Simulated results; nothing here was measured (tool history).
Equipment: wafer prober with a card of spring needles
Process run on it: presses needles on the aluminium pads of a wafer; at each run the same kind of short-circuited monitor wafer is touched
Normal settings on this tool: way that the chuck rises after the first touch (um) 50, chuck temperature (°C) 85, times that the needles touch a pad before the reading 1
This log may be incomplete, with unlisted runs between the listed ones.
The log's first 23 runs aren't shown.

run,hour,way that the chuck rises after the first touch (um),chuck temperature (°C),times that the needles touch a pad before the reading,resistance of one needle with its contact and lead (mohm),way that a needle slides on the pad (um)
# hour 223.2: tips cleaned on abrasive film
24,224.1,64,32,1,128,17.10
25,231.4,64,32,1,131,17.15
# hour 242.0: tips cleaned on abrasive film
26,243.9,34,40,1,159,9.05
27,253.5,34,40,1,159,9.09
28,259.9,31,60,1,170,8.43
# hour 260.7: tips cleaned on abrasive film
29,266.1,31,60,1,170,8.31
30,274.1,31,60,1,169,8.37
# hour 279.6: tips cleaned on abrasive film
31,280.3,31,60,1,169,8.40
32,288.8,64,62,2,137,17.33
33,295.2,31,85,3,180,8.35
# hour 298.8: tips cleaned on abrasive film
34,304.6,31,85,3,175,8.31

Branching from run 34: 4 alternative next runs. What would each branch give?
# hour 317.9: tips cleaned on abrasive film
A,318.2,35,123,2,?,?
# hour 317.9: tips cleaned on abrasive film
B,318.2,34,31,1,?,?
# hour 317.9: tips cleaned on abrasive film
C,318.2,50,43,3,?,?
# hour 317.9: tips cleaned on abrasive film
D,318.2,31,46,2,?,?

run,resistance of one needle with its contact and lead (mohm),way that a needle slides on the pad (um)
A,178,9.62
B,157,9.30
C,140,13.63
D,165,8.38
Had the tool no hidden state, the same runs would have come out as:
run,resistance of one needle with its contact and lead (mohm),way that a needle slides on the pad (um)
A,178,9.48
B,157,9.17
C,140,13.43
D,165,8.26

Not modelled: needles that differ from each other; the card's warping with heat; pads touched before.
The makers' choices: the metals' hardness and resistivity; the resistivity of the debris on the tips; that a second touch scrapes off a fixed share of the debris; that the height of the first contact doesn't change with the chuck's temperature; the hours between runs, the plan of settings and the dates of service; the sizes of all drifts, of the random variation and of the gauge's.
